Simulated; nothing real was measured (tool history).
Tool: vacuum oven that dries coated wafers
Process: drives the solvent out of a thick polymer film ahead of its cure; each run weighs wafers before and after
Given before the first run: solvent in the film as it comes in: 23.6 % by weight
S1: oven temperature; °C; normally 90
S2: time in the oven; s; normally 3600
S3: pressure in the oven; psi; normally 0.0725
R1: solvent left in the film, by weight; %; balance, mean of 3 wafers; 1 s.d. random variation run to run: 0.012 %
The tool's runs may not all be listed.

run 1 hour=0 | S1=90 S2=3600 S3=0.0725 | R1=0.75
run 2 hour=17.8 | S1=97 S2=3600 S3=0.0725 | R1=0.3
run 3 hour=45.1 | S1=90 S2=2760 S3=0.0725 | R1=1.47
run 4 hour=58.8 | S1=90 S2=2760 S3=0.0725 | R1=1.49
run 5 hour=73.9 | S1=90 S2=3600 S3=0.0725 | R1=0.76
run 6 hour=99.3 | S1=90 S2=3600 S3=0.0725 | R1=0.77
run 7 hour=125 | S1=90 S2=3600 S3=0.2373 | R1=1.15
run 8 hour=138.9 | S1=90 S2=3600 S3=0.0725 | R1=0.77
run 9 hour=163.5 | S1=90 S2=4080 S3=0.0725 | R1=0.53
run 10 hour=183.4 | S1=90 S2=4080 S3=0.0725 | R1=0.54
run 11 hour=211.6 | S1=90 S2=4080 S3=0.0725 | R1=0.62
run 12 hour=238.6 | S1=104 S2=3600 S3=0.0725 | R1=0.17
run 13 hour=264 | S1=104 S2=3600 S3=0.0725 | R1=0.17
run 14 hour=280.2 | S1=104 S2=3600 S3=0.0725 | R1=0.17
run 15 hour=295.1 | S1=99 S2=3600 S3=0.0725 | R1=0.27
run 16 hour=309.5 | S1=99 S2=3600 S3=0.0725 | R1=0.27
run 17 hour=330.2 | S1=94 S2=4380 S3=0.0525 | R1=0.25
run 18 hour=348.3 | S1=92 S2=5400 S3=0.0525 | R1=0.23
run 19 hour=374.3 | S1=92 S2=5400 S3=0.0525 | R1=0.21
run 20 hour=391.4 | S1=85 S2=5760 S3=0.192 | R1=0.91
run 21 hour=405.4 | S1=93 S2=2340 S3=0.2541 | R1=2.11
run 22 hour=418.3 | S1=87 S2=4500 S3=0.2541 | R1=1.27
run 23 hour=447.9 | S1=87 S2=4500 S3=0.2541 | R1=1.26
run 24 hour=464.7 | S1=99 S2=6120 S3=0.0476 | R1=0.11
run 25 hour=477.3 | S1=99 S2=5640 S3=0.0506 | R1=0.12
run 26 hour=490.8 | S1=99 S2=5640 S3=0.0506 | R1=0.1
run 27 hour=520.9 | S1=89 S2=3900 S3=0.1671 | R1=1.04
run 28 hour=533.6 | S1=89 S2=3900 S3=0.1671 | R1=1.04
run 29 hour=563.9 | S1=89 S2=3900 S3=0.1671 | R1=1.05
run 30 hour=587.3 | S1=89 S2=3900 S3=0.1671 | R1=1.03
run 31 hour=607.7 | S1=89 S2=1980 S3=0.2184 | R1=3.74

Missing from the log above: 1 entry noted between runs. For each, name the pair of listed runs it sits between and say how the tool's hidden condition differs from the listed run just before to the listed run just after:
After run 10, before run 11: oven's thermocouples calibrated (hour 201)
  true wafer temperature over the reading, C: 0.85 -> -0.17; true pressure over the reading, kPa: 0.043 -> 0.048
  what was measured, less what the result would be without the hidden state, R1: -0.05 -> +0.03 %
